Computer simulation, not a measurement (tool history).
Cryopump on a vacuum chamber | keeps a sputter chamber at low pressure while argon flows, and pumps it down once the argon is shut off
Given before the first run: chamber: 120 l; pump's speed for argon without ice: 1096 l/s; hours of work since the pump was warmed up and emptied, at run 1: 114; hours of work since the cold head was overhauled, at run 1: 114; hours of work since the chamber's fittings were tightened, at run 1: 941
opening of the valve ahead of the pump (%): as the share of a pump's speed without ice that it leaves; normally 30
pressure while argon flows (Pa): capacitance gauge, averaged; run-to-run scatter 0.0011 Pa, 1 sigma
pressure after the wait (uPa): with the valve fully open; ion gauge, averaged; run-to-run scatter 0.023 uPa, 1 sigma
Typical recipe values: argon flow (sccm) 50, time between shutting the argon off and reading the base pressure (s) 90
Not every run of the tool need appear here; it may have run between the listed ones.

run	hour	argon flow (sccm)	time between shutting the argon off and reading the base pressure (s)	opening of the valve ahead of the pump (%)	hours of work since the pump was warmed up and emptied	hours of work since the cold head was overhauled	hours of work since the chamber's fittings were tightened	pressure while argon flows (Pa)	pressure after the wait (uPa)
1	0	50	90	30	114	114	941	0.2649	1.78
2	17.5	50	84	30	128	128	956	0.2643	1.83
3	31.4	50	84	30	140	140	967	0.2651	1.83
4	42	50	84	30	149	149	976	0.2686	1.82
5	62.8	50	39	30	166	166	994	0.2676	2.47
6	86	50	39	30	186	186	1013	0.27	2.53
7	108.8	50	39	30	205	205	1032	0.2684	2.52
8	123.8	50	47	30	218	218	1045	0.2699	2.41
9	141.7	50	90	19	233	233	1060	0.4227	2.03
10	151.8	50	90	30	241	241	1068	0.2704	1.95
11	165	50	90	30	252	252	1079	0.2714	2.01
12	187.3	50	90	30	271	271	1098	0.2732	2.13
13	198.1	50	22	30	280	280	1107	0.2762	3.69
14	217	50	22	30	296	296	1123	0.2762	3.64
15	234.8	50	22	30	311	311	1138	0.2776	3.61
16	245.2	25	124	15	319	319	1147	0.2708	2.11
17	262.6	25	124	15	334	334	1161	0.2674	2.12
18	277.3	21	49	59	346	346	1174	0.0652	2.72
19	294.4	28	168	43	361	361	1188	0.1141	2.15
20	311.4	64	31	49	375	375	1202	0.236	3.21
21	334.6	64	31	49	394	394	1222	0.2381	3.31
22	356.6	33	126	18	413	413	1240	0.3043	2.36
23	378	87	90	36	431	431	1258	0.4273	2.53
24	392.8	87	28	29	443	443	1270	0.524	3.58
25	404.9	50	122	30	453	453	1281	0.29	2.4
26	428.3	50	122	30	473	473	1300	0.2931	2.56
27	444	50	122	30	486	486	1313	0.2966	2.6
28	457.7	45	113	54	498	498	1325	0.1639	2.65

What does the tool deliver on the next run?
29	479	82	74	21	515	515	1343	?	?

{"run 29": {"pressure while argon flows (Pa)": 0.6668, "pressure after the wait (uPa)": 2.96}}
Take away the tool's hidden state, keep the run-to-run variation as it was, and the same run would have given pressure while argon flows (Pa) 0.5999, pressure after the wait (uPa) 0.88.
